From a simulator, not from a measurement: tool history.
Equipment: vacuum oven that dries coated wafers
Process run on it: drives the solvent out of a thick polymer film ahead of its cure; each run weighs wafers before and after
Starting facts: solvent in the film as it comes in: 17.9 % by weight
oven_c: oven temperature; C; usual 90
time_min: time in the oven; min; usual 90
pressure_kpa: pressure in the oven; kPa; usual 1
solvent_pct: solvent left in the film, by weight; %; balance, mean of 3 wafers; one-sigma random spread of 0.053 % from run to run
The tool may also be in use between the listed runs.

run	hour	oven_c	time_min	pressure_kpa	solvent_pct
1	0	90	90	1	1.93
2	24.9	90	90	1	1.81
3	54.6	90	90	1	1.76
4	78	90	90	1	1.94
5	91.8	90	90	1	1.81
6	105.9	90	90	1	1.91
7	126.3	90	90	1	1.89
8	140.2	90	90	1	1.77
9	156.6	90	90	1	1.81
10	178	90	55	1	3.1
11	200.8	90	90	0.88	1.68
12	230.4	90	90	1	1.83
13	255.8	90	90	2.1	3.22
14	285.2	89	90	1	2.04
15	308.8	75	105	1	5.28
16	323.1	76	141	2.86	7.29
17	343.4	76	141	2.86	7.2
18	374.5	85	53	2.68	6.82
19	388.9	85	50	0.73	4.84
20	404.7	85	50	1.33	5.51
21	436.7	95	147	2.73	2.78
22	462.6	79	66	1	6.05
23	484	90	90	0.78	1.53
24	508.6	88	106	2.34	3.43
25	524	90	119	0.81	1.23
26	544.6	90	78	1	2.14

5 options for the next run, each taken on its own from the tool as it stands now. Forecast them:
A	558.2	90	66	1	?
B	558.2	88	90	0.85	?
C	558.2	93	90	1	?
D	558.2	83	150	1.79	?
E	558.2	95	131	2.38	?

run	solvent_pct
A	2.66
B	1.96
C	1.41
D	3.24
E	2.4
With no hidden state in the tool, these same runs would have given:
run	solvent_pct
A	2.64
B	1.94
C	1.4
D	3.22
E	2.39
